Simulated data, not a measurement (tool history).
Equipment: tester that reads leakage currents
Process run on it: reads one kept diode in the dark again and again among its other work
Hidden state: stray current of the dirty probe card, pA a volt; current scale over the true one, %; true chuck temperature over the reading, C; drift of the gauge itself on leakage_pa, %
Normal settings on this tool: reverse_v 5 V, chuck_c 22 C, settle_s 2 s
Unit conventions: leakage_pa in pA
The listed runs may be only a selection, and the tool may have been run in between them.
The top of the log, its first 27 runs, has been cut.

| run | hour | reverse_v | chuck_c | settle_s | hours of work since the probe card was cleaned | hours of work since the tester was calibrated | hours of work since the chuck was calibrated | leakage_pa |
|---|---|---|---|---|---|---|---|---|
| 28 | 3969.3 | 1.9 | 22 | 0.4 | 395 | 2294 | 143 | 14.36 |
| 29 | 4056.7 | 1.05 | 22 | 1.95 | 463 | 2361 | 210 | 10.18 |
| 30 | 4155.6 | 16.15 | 37 | 0.68 | 539 | 2437 | 287 | 161.75 |
| 31 | 4304.6 | 16.15 | 37 | 0.68 | 653 | 2552 | 401 | 158.88 |
| 32 | 4398.3 | 16.15 | 21 | 2.08 | 725 | 2624 | 473 | 46.45 |
| 33 | 4532.5 | 5 | 22 | 0.54 | 829 | 2727 | 576 | 24.08 |
|  | 4663.9 | chuck's temperature calibrated |
| 34 | 4697.6 | 5.93 | 59 | 2.09 | 954 | 2852 | 26 | 600.26 |
| 35 | 4809.2 | 5.93 | 59 | 2.09 | 1040 | 2938 | 112 | 590.5 |

4 options for the next run, each taken on its own from the tool as it stands now. Forecast them:
|  | 4903.3 | probe card cleaned and baked |
| A | 4946.1 | 15.32 | 35 | 0.63 | 33 | 3041 | 215 | ? |
|  | 4903.3 | probe card cleaned and baked |
| B | 4946.1 | 5 | 22 | 3.8 | 33 | 3041 | 215 | ? |
|  | 4903.3 | probe card cleaned and baked |
| C | 4946.1 | 5 | 29 | 2 | 33 | 3041 | 215 | ? |
|  | 4903.3 | probe card cleaned and baked |
| D | 4946.1 | 1.2 | 20 | 2.39 | 33 | 3041 | 215 | ? |

| run | leakage_pa |
|---|---|
| A | 126.71 |
| B | 21.32 |
| C | 41.33 |
| D | 8.47 |
With the hidden condition removed and each run's random variation left untouched, the same runs would have given:
| run | leakage_pa |
|---|---|
| A | 137.08 |
| B | 23.07 |
| C | 44.85 |
| D | 9.23 |

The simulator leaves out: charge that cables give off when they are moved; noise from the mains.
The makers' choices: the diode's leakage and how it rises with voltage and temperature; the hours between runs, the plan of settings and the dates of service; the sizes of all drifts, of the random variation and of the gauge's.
